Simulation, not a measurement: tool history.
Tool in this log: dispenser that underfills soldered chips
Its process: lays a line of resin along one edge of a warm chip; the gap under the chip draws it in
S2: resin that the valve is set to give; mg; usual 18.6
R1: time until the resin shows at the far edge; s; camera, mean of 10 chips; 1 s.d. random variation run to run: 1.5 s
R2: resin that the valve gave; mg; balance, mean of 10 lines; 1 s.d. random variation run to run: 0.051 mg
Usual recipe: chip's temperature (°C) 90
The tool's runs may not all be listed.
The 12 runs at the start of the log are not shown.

-- hour=72.1 new syringe of resin
run 13 hour=75.7 | chip's_temperature_(°C)=90 S2=19.7 | R1=166.5 R2=19.56
-- hour=82.4 new syringe of resin
run 14 hour=83.8 | chip's_temperature_(°C)=90 S2=19.7 | R1=157.9 R2=19.55
run 15 hour=91.1 | chip's_temperature_(°C)=90 S2=18.6 | R1=197.9 R2=18.26
-- hour=92.8 new syringe of resin
run 16 hour=94.7 | chip's_temperature_(°C)=90 S2=18.6 | R1=160.1 R2=18.24
run 17 hour=99 | chip's_temperature_(°C)=90 S2=18.6 | R1=184.5 R2=18.2
-- hour=103.1 new syringe of resin
run 18 hour=103.9 | chip's_temperature_(°C)=90 S2=18.6 | R1=151.2 R2=18.24
run 19 hour=107.6 | chip's_temperature_(°C)=91 S2=21.4 | R1=161.6 R2=20.85
run 20 hour=112.4 | chip's_temperature_(°C)=95 S2=17.3 | R1=165.9 R2=16.81
-- hour=113.5 new syringe of resin
run 21 hour=118.7 | chip's_temperature_(°C)=99 S2=17.7 | R1=129.3 R2=17.23
-- hour=124 new syringe of resin
run 22 hour=124 | chip's_temperature_(°C)=79 S2=18.4 | R1=239.9 R2=17.78
run 23 hour=129.6 | chip's_temperature_(°C)=79 S2=18.4 | R1=288.2 R2=17.73
-- hour=134.1 new syringe of resin
run 24 hour=136.8 | chip's_temperature_(°C)=102 S2=20.5 | R1=103.3 R2=19.69
run 25 hour=141.7 | chip's_temperature_(°C)=86 S2=20 | R1=222.5 R2=19.23
-- hour=143.6 dispensing valve cleaned and set on the balance
-- hour=145.3 new syringe of resin
run 26 hour=149.2 | chip's_temperature_(°C)=93 S2=19.1 | R1=149.1 R2=18.96
run 27 hour=154.5 | chip's_temperature_(°C)=93 S2=18 | R1=177 R2=17.89
-- hour=155.8 new syringe of resin
run 28 hour=159.1 | chip's_temperature_(°C)=104 S2=20.2 | R1=95.8 R2=20.07
-- hour=165.9 new syringe of resin
run 29 hour=167.2 | chip's_temperature_(°C)=104 S2=20.2 | R1=92.1 R2=19.94
run 30 hour=173.1 | chip's_temperature_(°C)=100 S2=19.4 | R1=126.7 R2=19.17
-- hour=176.5 new syringe of resin
run 31 hour=179.4 | chip's_temperature_(°C)=100 S2=19.4 | R1=110.4 R2=18.98
-- hour=186.7 new syringe of resin
run 32 hour=187.1 | chip's_temperature_(°C)=96 S2=17.1 | R1=127.4 R2=16.74
run 33 hour=191.6 | chip's_temperature_(°C)=96 S2=17.1 | R1=144.1 R2=16.69
-- hour=197.3 new syringe of resin
run 34 hour=198.8 | chip's_temperature_(°C)=100 S2=23.3 | R1=105.3 R2=22.52

Below are 5 alternative next runs, each starting from the tool's condition after run 34. Predict each:
run A hour=202.6 | chip's_temperature_(°C)=90 S2=16.7 | R1=? R2=?
run B hour=202.6 | chip's_temperature_(°C)=88 S2=18.6 | R1=? R2=?
run C hour=202.6 | chip's_temperature_(°C)=90 S2=19.4 | R1=? R2=?
run D hour=202.6 | chip's_temperature_(°C)=100 S2=16.9 | R1=? R2=?
run E hour=202.6 | chip's_temperature_(°C)=101 S2=23.3 | R1=? R2=?

run=A R1=179.1 R2=16.1
run=B R1=189.8 R2=17.98
run=C R1=174.2 R2=18.75
run=D R1=122.1 R2=16.37
run=E R1=113.6 R2=22.55
With no hidden state in the tool, these same runs would have given:
run=A R1=151.5 R2=16.63
run=B R1=161.1 R2=18.58
run=C R1=148 R2=19.37
run=D R1=103.3 R2=16.91
run=E R1=96.9 R2=23.3
